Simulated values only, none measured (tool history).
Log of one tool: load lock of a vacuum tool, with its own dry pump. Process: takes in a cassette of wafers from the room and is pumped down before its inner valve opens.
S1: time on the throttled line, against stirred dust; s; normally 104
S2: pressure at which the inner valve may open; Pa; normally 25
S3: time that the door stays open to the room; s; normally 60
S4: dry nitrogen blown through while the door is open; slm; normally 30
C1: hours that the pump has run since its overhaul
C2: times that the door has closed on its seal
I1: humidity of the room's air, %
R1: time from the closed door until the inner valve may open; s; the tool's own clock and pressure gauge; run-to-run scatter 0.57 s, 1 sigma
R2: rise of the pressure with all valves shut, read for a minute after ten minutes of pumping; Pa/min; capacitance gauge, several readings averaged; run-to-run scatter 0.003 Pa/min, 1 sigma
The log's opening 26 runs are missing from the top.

run 27 hour=6790.2 | S1=88 S2=22 S3=171 S4=27 | C1=14941 C2=29037 | I1=46 | R1=116.3 R2=0.084
run 28 hour=7135 | S1=65 S2=40 S3=172 S4=7 | C1=15285 C2=29760 | I1=46 | R1=93.4 R2=0.118
run 29 hour=7487.8 | S1=69 S2=25 S3=60 S4=10 | C1=15638 C2=30500 | I1=46 | R1=98.7 R2=0.055
run 30 hour=7723.1 | S1=69 S2=25 S3=60 S4=10 | C1=15874 C2=30994 | I1=43.6 | R1=97.9 R2=0.049
run 31 hour=7997.6 | S1=70 S2=25 S3=60 S4=36 | C1=16148 C2=31569 | I1=43.9 | R1=99.9 R2=0.037
run 32 hour=8394.1 | S1=70 S2=22 S3=54 S4=26 | C1=16545 C2=32401 | I1=47.6 | R1=99.2 R2=0.043
run 33 hour=8752 | S1=70 S2=22 S3=54 S4=26 | C1=16902 C2=33151 | I1=49.1 | R1=100.3 R2=0.047
run 34 hour=8936.4 | S1=70 S2=49 S3=137 S4=7 | C1=17087 C2=33538 | I1=44.7 | R1=95.9 R2=0.1
run 35 hour=9330.7 | S1=156 S2=24 S3=60 S4=30 | C1=17481 C2=34365 | I1=46.9 | R1=176.7 R2=0.041
run 36 hour=9706 | S1=156 S2=24 S3=60 S4=30 | C1=17856 C2=35152 | I1=41.6 | R1=178.4 R2=0.033

Alternative continuations, all from the tool just after run 36; predict every row:
run A hour=9926.5 | S1=156 S2=28 S3=40 S4=29 | C1=18077 C2=35614 | I1=44.1 | R1=? R2=?
run B hour=9926.5 | S1=156 S2=20 S3=60 S4=30 | C1=18077 C2=35614 | I1=46.5 | R1=? R2=?
run C hour=9926.5 | S1=104 S2=25 S3=115 S4=26 | C1=18077 C2=35614 | I1=47 | R1=? R2=?
run D hour=9926.5 | S1=84 S2=30 S3=177 S4=30 | C1=18077 C2=35614 | I1=44 | R1=? R2=?
run E hour=9926.5 | S1=200 S2=39 S3=60 S4=30 | C1=18077 C2=35614 | I1=47.3 | R1=? R2=?

run=A R1=177.5 R2=0.026
run=B R1=176.8 R2=0.038
run=C R1=130.2 R2=0.067
run=D R1=111.7 R2=0.079
run=E R1=215.3 R2=0.037
With the hidden condition removed and each run's random variation left untouched, the same runs would have given:
run=A R1=177.5 R2=0.025
run=B R1=176.8 R2=0.038
run=C R1=130.2 R2=0.067
run=D R1=111.7 R2=0.078
run=E R1=215.3 R2=0.036
